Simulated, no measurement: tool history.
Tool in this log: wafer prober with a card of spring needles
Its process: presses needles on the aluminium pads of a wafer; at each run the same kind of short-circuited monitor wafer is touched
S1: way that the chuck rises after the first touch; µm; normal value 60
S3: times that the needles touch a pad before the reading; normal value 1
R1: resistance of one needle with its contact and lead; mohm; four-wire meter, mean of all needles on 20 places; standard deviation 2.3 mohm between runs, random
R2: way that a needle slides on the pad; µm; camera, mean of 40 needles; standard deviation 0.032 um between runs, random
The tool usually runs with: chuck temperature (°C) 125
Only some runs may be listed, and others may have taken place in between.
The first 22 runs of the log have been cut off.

{"hour": 455.3, "done": "tips cleaned on abrasive film"}
{"run": 23, "hour": 468.9, "S1": 45, "chuck temperature (°C)": 111, "S3": 1, "R1": 363, "R2": 11.35}
{"hour": 471.8, "done": "tips cleaned on abrasive film"}
{"run": 24, "hour": 481.4, "S1": 63, "chuck temperature (°C)": 111, "S3": 2, "R1": 288, "R2": 16.01}
{"hour": 490.7, "done": "tips cleaned on abrasive film"}
{"run": 25, "hour": 494.5, "S1": 45, "chuck temperature (°C)": 106, "S3": 2, "R1": 287, "R2": 11.38}
{"hour": 507.6, "done": "tips cleaned on abrasive film"}
{"hour": 513.8, "done": "height of the first contact set anew"}
{"run": 26, "hour": 522.3, "S1": 55, "chuck temperature (°C)": 30, "S3": 1, "R1": 324, "R2": 14.11}
{"hour": 524.4, "done": "tips cleaned on abrasive film"}
{"hour": 541.3, "done": "tips cleaned on abrasive film"}
{"run": 27, "hour": 546.5, "S1": 52, "chuck temperature (°C)": 104, "S3": 1, "R1": 303, "R2": 13.31}
{"hour": 559.1, "done": "tips cleaned on abrasive film"}
{"run": 28, "hour": 569.9, "S1": 73, "chuck temperature (°C)": 59, "S3": 2, "R1": 270, "R2": 18.71}
{"hour": 577.1, "done": "tips cleaned on abrasive film"}
{"run": 29, "hour": 583.8, "S1": 46, "chuck temperature (°C)": 125, "S3": 1, "R1": 329, "R2": 11.73}
{"hour": 596.2, "done": "tips cleaned on abrasive film"}
{"run": 30, "hour": 608.9, "S1": 46, "chuck temperature (°C)": 125, "S3": 1, "R1": 362, "R2": 11.71}
{"hour": 615.0, "done": "tips cleaned on abrasive film"}
{"run": 31, "hour": 624.0, "S1": 60, "chuck temperature (°C)": 74, "S3": 1, "R1": 294, "R2": 15.29}
{"hour": 632.3, "done": "tips cleaned on abrasive film"}
{"hour": 649.8, "done": "tips cleaned on abrasive film"}
{"run": 32, "hour": 651.5, "S1": 60, "chuck temperature (°C)": 82, "S3": 2, "R1": 259, "R2": 15.32}

Consider 4 possible next runs. They are alternatives, not a sequence: every one starts from the tool as it was left by run 32. What does each give?
{"hour": 667.6, "done": "tips cleaned on abrasive film"}
{"run": "A", "hour": 679.8, "S1": 46, "chuck temperature (°C)": 43, "S3": 2, "R1": "?", "R2": "?"}
{"hour": 667.6, "done": "tips cleaned on abrasive film"}
{"run": "B", "hour": 679.8, "S1": 60, "chuck temperature (°C)": 46, "S3": 1, "R1": "?", "R2": "?"}
{"hour": 667.6, "done": "tips cleaned on abrasive film"}
{"run": "C", "hour": 679.8, "S1": 60, "chuck temperature (°C)": 125, "S3": 2, "R1": "?", "R2": "?"}
{"hour": 667.6, "done": "tips cleaned on abrasive film"}
{"run": "D", "hour": 679.8, "S1": 63, "chuck temperature (°C)": 47, "S3": 2, "R1": "?", "R2": "?"}

run=A R1=305 R2=11.68
run=B R1=306 R2=15.33
run=C R1=292 R2=15.25
run=D R1=277 R2=16.12
Stripped of hidden state, with their random variation kept, the same runs would have yielded:
run=A R1=243 R2=11.78
run=B R1=242 R2=15.44
run=C R1=259 R2=15.35
run=D R1=242 R2=16.22

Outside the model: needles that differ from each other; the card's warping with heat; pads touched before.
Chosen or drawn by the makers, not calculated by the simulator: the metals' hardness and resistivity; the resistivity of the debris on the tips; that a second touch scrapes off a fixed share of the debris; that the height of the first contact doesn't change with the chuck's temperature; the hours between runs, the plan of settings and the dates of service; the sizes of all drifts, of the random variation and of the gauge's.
